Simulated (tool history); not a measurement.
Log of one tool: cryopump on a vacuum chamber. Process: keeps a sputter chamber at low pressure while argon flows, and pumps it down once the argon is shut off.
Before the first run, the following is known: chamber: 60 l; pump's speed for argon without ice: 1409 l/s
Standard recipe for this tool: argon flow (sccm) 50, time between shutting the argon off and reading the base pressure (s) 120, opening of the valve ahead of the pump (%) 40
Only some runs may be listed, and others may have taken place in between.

run     day  argon flow (sccm)  time between shutting the argon off and reading the base pressure (s)  opening of the valve ahead of the pump (%)  pressure while argon flows (Pa)  pressure after the wait (uPa)
  1       0                 50                                                                    120                                          40                           0.1508                            2.6
  2   2.392                 50                                                                    120                                          40                           0.1522                           2.76
  3   5.392                 50                                                                    120                                          40                           0.1541                            2.8
  4   8.079                 75                                                                    120                                          40                           0.2326                           2.98
  5  11.304                 75                                                                    120                                          40                           0.2361                           3.09
  6  13.475                 75                                                                    156                                          40                           0.2407                           3.12
  7   15.05                 75                                                                    156                                          40                           0.2396                           3.31
  8  17.204                 50                                                                    120                                          40                            0.161                           3.44
  9  19.846                 23                                                                     55                                          51                           0.0607                           4.21
 10  22.317                 23                                                                     55                                          51                           0.0619                           4.47
 11  25.404                 23                                                                     55                                          29                           0.1039                           4.61
     27.058  -- pump warmed up, emptied and cooled again
 12  27.167                 23                                                                     55                                          29                           0.0962                           3.72
     27.967  -- leaking fittings of the chamber tightened, without venting
 13  29.492                 68                                                                     26                                          57                           0.1457                           2.39
 14  32.329                 68                                                                     26                                          57                           0.1488                           2.46
 15  35.262                 50                                                                     27                                          40                           0.1564                            2.5

Branching from run 15: 3 alternative next runs. What would each branch give?
  A  37.642                 30                                                                     40                                          31                                ?                              ?
  B  37.642                 50                                                                     39                                          17                                ?                              ?
  C  37.642                 34                                                                    120                                          24                                ?                              ?

run  pressure while argon flows (Pa)  pressure after the wait (uPa)
  A                           0.1208                           1.96
  B                           0.3604                           1.89
  C                           0.1756                           0.94
Take away the tool's hidden state, keep each run's random variation, and the runs would have read:
run  pressure while argon flows (Pa)  pressure after the wait (uPa)
  A                           0.1163                           1.65
  B                           0.3529                           1.59
  C                           0.1704                           0.64

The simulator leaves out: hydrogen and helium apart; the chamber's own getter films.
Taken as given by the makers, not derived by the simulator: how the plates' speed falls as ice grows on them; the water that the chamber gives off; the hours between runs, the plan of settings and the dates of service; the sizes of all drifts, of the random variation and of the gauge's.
